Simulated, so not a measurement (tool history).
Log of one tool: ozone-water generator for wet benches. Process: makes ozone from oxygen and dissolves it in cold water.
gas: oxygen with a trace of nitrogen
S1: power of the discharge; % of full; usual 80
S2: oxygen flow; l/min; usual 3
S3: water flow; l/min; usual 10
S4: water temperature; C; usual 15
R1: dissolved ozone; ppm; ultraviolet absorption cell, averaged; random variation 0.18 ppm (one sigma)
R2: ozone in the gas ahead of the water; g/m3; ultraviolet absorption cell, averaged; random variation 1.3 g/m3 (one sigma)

run,hour,S1,S2,S3,S4,R1,R2
1,0,80,3,10,15,25,229.2
2,17.5,80,3,10,13,25.2,230.2
3,37.1,80,3,10,13,25.5,230.1
4,74.1,80,3,10,13,25.4,229
5,107,80,3,10,13,25.6,227.3
6,130.5,80,3.46,10,15,24.2,206.6
7,169.1,80,3,10,15,24.7,228
8,205.3,80,3,10,15,24.8,229.4
9,242.3,80,5.31,10,15,22,154.9
10,271.8,68,3,10,15,21.4,195.4
11,293.3,68,3,10,15,21.5,197.2
12,323.8,68,3.47,10,15,20.9,178.3
13,364,68,3.47,10,15,21,176.7
14,391.1,68,3.47,10,15,21.1,179.2
15,419.9,59,3,10,15,19,172.3
16,452.2,59,3,10,15,18.8,173
17,474.1,40,2.48,10,8,15.2,140.6
# hour 491.4: gauge calibrated
18,505,80,3.65,10,19,22.2,201.3
19,534.6,80,1.67,10,19,24.8,337.3
20,555.5,80,4.21,10,17,22.3,183.4
21,583.3,80,4.21,10,17,22.6,183.4
22,610.5,80,4.21,10,17,22.2,184
23,632,53,4.94,10,10,17.1,115.4
24,666.1,44,4.94,7,10,18.9,96.7
25,694.6,94,3,10,7,31.8,260.8
26,711.8,94,3,10,7,31.7,263.8
27,730.9,94,3,10,7,31.9,259.5
28,759.6,94,3,10,7,31.3,259.8
29,784.9,80,3,7,18,31,226.6
30,821.9,80,3,9,13,27.6,225.8
31,856.2,80,4.95,9,8,27.4,161.4
32,890.8,55,3.88,16,8,12.2,135.7

5 ways to go on from here, each from the tool as it stands after run 32. What would each give?
A,907.6,80,2.95,10,15,?,?
B,907.6,75,3,10,21,?,?
C,907.6,91,3.1,10,19,?,?
D,907.6,55,3.08,16,8,?,?
E,907.6,55,3.88,15,9,?,?

run,R1,R2
A,24.8,227.3
B,21.4,212.9
C,25.6,245.6
D,12.2,161.1
E,12.8,136
Without the tool's hidden state the same runs would have given:
run,R1,R2
A,24.8,233.4
B,21.5,218.6
C,25.7,252.3
D,12.2,165.4
E,12.9,139.7

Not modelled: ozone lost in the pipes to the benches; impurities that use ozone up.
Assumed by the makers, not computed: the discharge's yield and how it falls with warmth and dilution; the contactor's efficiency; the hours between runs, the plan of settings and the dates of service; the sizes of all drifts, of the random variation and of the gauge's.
